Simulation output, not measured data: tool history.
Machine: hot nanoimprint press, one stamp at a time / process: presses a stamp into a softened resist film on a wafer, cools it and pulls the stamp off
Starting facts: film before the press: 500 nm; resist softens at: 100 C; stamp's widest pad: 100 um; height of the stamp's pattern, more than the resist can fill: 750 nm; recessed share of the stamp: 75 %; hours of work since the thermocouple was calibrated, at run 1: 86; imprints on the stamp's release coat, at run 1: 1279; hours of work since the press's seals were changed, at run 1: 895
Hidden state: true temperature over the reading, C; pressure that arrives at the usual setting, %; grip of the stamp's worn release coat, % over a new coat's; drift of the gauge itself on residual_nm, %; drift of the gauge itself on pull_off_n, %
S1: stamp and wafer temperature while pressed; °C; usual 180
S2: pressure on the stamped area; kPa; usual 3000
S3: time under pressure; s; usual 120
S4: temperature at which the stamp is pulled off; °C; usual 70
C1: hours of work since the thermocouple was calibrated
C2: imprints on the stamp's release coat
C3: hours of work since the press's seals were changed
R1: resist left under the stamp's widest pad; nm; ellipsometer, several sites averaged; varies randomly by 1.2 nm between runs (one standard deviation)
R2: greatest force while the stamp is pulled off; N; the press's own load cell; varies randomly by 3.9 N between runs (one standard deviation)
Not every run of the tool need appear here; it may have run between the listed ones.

Run 1, day 0: usual settings; C1 86; C2 1279; C3 895. Result: R1 185.9 nm, R2 190 N.
Run 2, day 1.192: usual settings; C1 99; C2 1348; C3 909. Result: R1 185.6 nm, R2 191 N.
Run 3, day 2.392: usual settings; C1 112; C2 1417; C3 922. Result: R1 185.9 nm, R2 187 N.
Run 4, day 3.671: usual settings; C1 127; C2 1490; C3 936. Result: R1 186 nm, R2 186 N.
Run 5, day 4.938: usual settings; C1 141; C2 1563; C3 950. Result: R1 185.6 nm, R2 196 N.
Run 6, day 5.975: usual settings; C1 152; C2 1623; C3 962. Result: R1 184 nm, R2 185 N.
Run 7, day 8.05: usual settings but S4 68 °C; C1 175; C2 1742; C3 985. Result: R1 187.6 nm, R2 200 N.
Run 8, day 9.592: usual settings but S4 65 °C; C1 192; C2 1830; C3 1002. Result: R1 185.9 nm, R2 204 N.
Run 9, day 11.162: usual settings but S1 175 °C, S2 3640 kPa, S3 224 s, S4 67 °C; C1 210; C2 1921; C3 1019. Result: R1 165.5 nm, R2 196 N.
Run 10, day 12.879: usual settings but S2 3610 kPa, S3 197 s, S4 62 °C; C1 229; C2 2019; C3 1038. Result: R1 138 nm, R2 223 N.
At day 13.929: stamp cleaned and given a new release coat.
Run 11, day 15.042: usual settings but S1 187 °C, S3 200 s, S4 68 °C; C1 250; C2 64; C3 1060. Result: R1 113.6 nm, R2 193 N.
Run 12, day 16.267: usual settings but S1 187 °C, S3 200 s, S4 68 °C; C1 264; C2 135; C3 1073. Result: R1 114 nm, R2 193 N.
At day 16.817: plate thermocouple calibrated.
Run 13, day 17.971: usual settings but S1 187 °C, S3 200 s, S4 68 °C; C1 13; C2 225; C3 1091. Result: R1 113.6 nm, R2 195 N.
Run 14, day 19.254: usual settings but S1 184 °C, S3 127 s, S4 75 °C; C1 27; C2 299; C3 1105. Result: R1 152.7 nm, R2 169 N.
Run 15, day 20.967: usual settings but S1 169 °C, S3 220 s; C1 46; C2 398; C3 1124. Result: R1 243.4 nm, R2 191 N.
Run 16, day 22.579: usual settings but S1 181 °C, S2 3150 kPa, S4 74 °C; C1 64; C2 490; C3 1142. Result: R1 174.4 nm, R2 180 N.

Take each entry between the runs: how does the hidden state at the last listed run before it differ from the hidden state at the first listed run after it?
After run 10, before run 11: stamp cleaned and given a new release coat (day 13.929)
  grip of the stamp's worn release coat, % over a new coat's: 0.7 -> 0
After run 12, before run 13: plate thermocouple calibrated (day 16.817)
  grip of the stamp's worn release coat, % over a new coat's: 0 -> 0.1
